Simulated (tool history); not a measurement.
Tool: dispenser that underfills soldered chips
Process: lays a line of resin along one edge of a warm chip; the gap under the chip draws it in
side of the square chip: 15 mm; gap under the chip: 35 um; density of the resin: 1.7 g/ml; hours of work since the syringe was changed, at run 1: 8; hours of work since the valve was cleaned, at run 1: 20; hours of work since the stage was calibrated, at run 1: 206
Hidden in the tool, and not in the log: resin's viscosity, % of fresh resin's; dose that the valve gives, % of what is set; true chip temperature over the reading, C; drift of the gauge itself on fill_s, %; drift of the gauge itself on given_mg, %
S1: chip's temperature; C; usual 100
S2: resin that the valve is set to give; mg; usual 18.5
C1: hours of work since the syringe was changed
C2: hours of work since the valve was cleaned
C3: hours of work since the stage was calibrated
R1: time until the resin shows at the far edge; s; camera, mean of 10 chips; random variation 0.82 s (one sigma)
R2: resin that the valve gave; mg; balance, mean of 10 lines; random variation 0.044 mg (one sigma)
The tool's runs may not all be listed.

| run | hour | S1 | S2 | C1 | C2 | C3 | R1 | R2 |
|---|---|---|---|---|---|---|---|---|
| 1 | 0.0 | 100 | 18.5 | 8 | 20 | 206 | 129.0 | 18.24 |
|  | 7.4 | new syringe of resin |
| 2 | 7.4 | 86 | 18.5 | 0 | 24 | 210 | 109.1 | 18.25 |
| 3 | 18.3 | 86 | 16.7 | 7 | 30 | 217 | 175.0 | 16.44 |
|  | 27.7 | new syringe of resin |
| 4 | 27.7 | 86 | 16.7 | 0 | 36 | 222 | 111.8 | 16.30 |
| 5 | 36.0 | 86 | 16.7 | 5 | 41 | 227 | 159.5 | 16.32 |
|  | 39.3 | dispensing valve cleaned and set on the balance |
|  | 48.6 | new syringe of resin |
| 6 | 51.4 | 86 | 16.7 | 2 | 7 | 236 | 125.2 | 16.63 |
| 7 | 61.4 | 91 | 18.5 | 8 | 13 | 242 | 158.1 | 18.31 |
|  | 69.1 | new syringe of resin |
| 8 | 74.3 | 91 | 18.5 | 3 | 21 | 250 | 116.2 | 18.24 |
|  | 89.1 | new syringe of resin |
| 9 | 89.1 | 91 | 18.5 | 0 | 30 | 258 | 95.0 | 18.20 |
| 10 | 105.4 | 91 | 18.5 | 10 | 40 | 268 | 184.5 | 18.07 |
|  | 109.1 | new syringe of resin |
|  | 111.5 | dispensing valve cleaned and set on the balance |
| 11 | 121.2 | 100 | 18.5 | 7 | 6 | 277 | 116.3 | 18.45 |
|  | 130.5 | new syringe of resin |
| 12 | 134.6 | 113 | 16.2 | 2 | 14 | 285 | 67.7 | 16.13 |

The next listed run, before its measurement:
| 13 | 147.8 | 110 | 24.0 | 10 | 22 | 293 | ? | ? |

{"run 13": {"R1": 115.2, "R2": 23.75}}
Without the tool's hidden state the same run would have given R1 57.9 s, R2 23.92 mg.
